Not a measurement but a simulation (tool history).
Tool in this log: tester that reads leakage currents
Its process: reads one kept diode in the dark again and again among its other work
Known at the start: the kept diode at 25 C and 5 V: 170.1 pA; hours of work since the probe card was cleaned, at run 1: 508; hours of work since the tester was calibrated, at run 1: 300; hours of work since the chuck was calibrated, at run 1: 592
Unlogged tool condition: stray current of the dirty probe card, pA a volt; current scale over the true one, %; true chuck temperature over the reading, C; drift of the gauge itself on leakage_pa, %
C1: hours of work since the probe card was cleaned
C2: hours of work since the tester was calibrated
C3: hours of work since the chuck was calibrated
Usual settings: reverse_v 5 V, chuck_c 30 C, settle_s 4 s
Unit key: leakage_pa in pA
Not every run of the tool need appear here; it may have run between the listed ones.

Run 1, day 0: usual settings; C1 508; C2 300; C3 592. Result: leakage_pa 259.66 pA.
Run 2, day 1.212: usual settings; C1 530; C2 323; C3 614. Result: leakage_pa 258.82 pA.
Run 3, day 2.871: usual settings; C1 561; C2 353; C3 645. Result: leakage_pa 259.56 pA.
Run 4, day 4.408: usual settings but settle_s 3.81 s; C1 589; C2 382; C3 673. Result: leakage_pa 259.89 pA.
Run 5, day 5.304: usual settings but settle_s 3.81 s; C1 606; C2 398; C3 690. Result: leakage_pa 260.26 pA.
Run 6, day 6.429: usual settings but settle_s 3.81 s; C1 627; C2 419; C3 711. Result: leakage_pa 259.65 pA.
Run 7, day 7.95: usual settings but settle_s 3.81 s; C1 655; C2 447; C3 739. Result: leakage_pa 259.74 pA.
Run 8, day 9.529: usual settings but reverse_v 1.33 V; C1 684; C2 476; C3 768. Result: leakage_pa 151.92 pA.
Run 9, day 10.721: usual settings but reverse_v 5.07 V; C1 706; C2 498; C3 790. Result: leakage_pa 263.64 pA.
Run 10, day 12.033: usual settings but reverse_v 1.74 V; C1 730; C2 522; C3 814. Result: leakage_pa 170.57 pA.
Run 11, day 13.112: usual settings but reverse_v 1.74 V; C1 750; C2 542; C3 834. Result: leakage_pa 169.97 pA.
Run 12, day 14.604: usual settings but reverse_v 1.74 V; C1 777; C2 570; C3 861. Result: leakage_pa 170.96 pA.
Run 13, day 16.175: usual settings but chuck_c 22 C; C1 806; C2 599; C3 890. Result: leakage_pa 145.28 pA.
Run 14, day 17.521: usual settings but chuck_c 42 C; C1 831; C2 624; C3 915. Result: leakage_pa 608.46 pA.
Run 15, day 18.746: usual settings but reverse_v 11.15 V, chuck_c 23 C, settle_s 1.87 s; C1 854; C2 646; C3 938. Result: leakage_pa 221.11 pA.
Run 16, day 20.033: usual settings but reverse_v 11.15 V, chuck_c 23 C, settle_s 1.87 s; C1 878; C2 670; C3 961. Result: leakage_pa 223.21 pA.
Run 17, day 21.542: usual settings but reverse_v 11.15 V, chuck_c 23 C, settle_s 1.87 s; C1 905; C2 698; C3 989. Result: leakage_pa 221.99 pA.
Run 18, day 22.333: usual settings but reverse_v 6.52 V, chuck_c 29 C, settle_s 1.57 s; C1 920; C2 712; C3 1004. Result: leakage_pa 276.62 pA.
At day 22.517: chuck's temperature calibrated.
Run 19, day 23.862: usual settings but reverse_v 6.52 V, chuck_c 29 C, settle_s 1.57 s; C1 947; C2 739; C3 25. Result: leakage_pa 280.74 pA.

Run 20 comes next. What will it give?
Run 20, day 25.392: usual settings but reverse_v 6.52 V, chuck_c 29 C, settle_s 0.31 s; C1 975; C2 767; C3 53. Result: leakage_pa ?.

Run 20 came out at leakage_pa 290.07 pA.
Take away the tool's hidden state, keep the run-to-run variation as it was, and the same run would have given leakage_pa 263.59 pA.
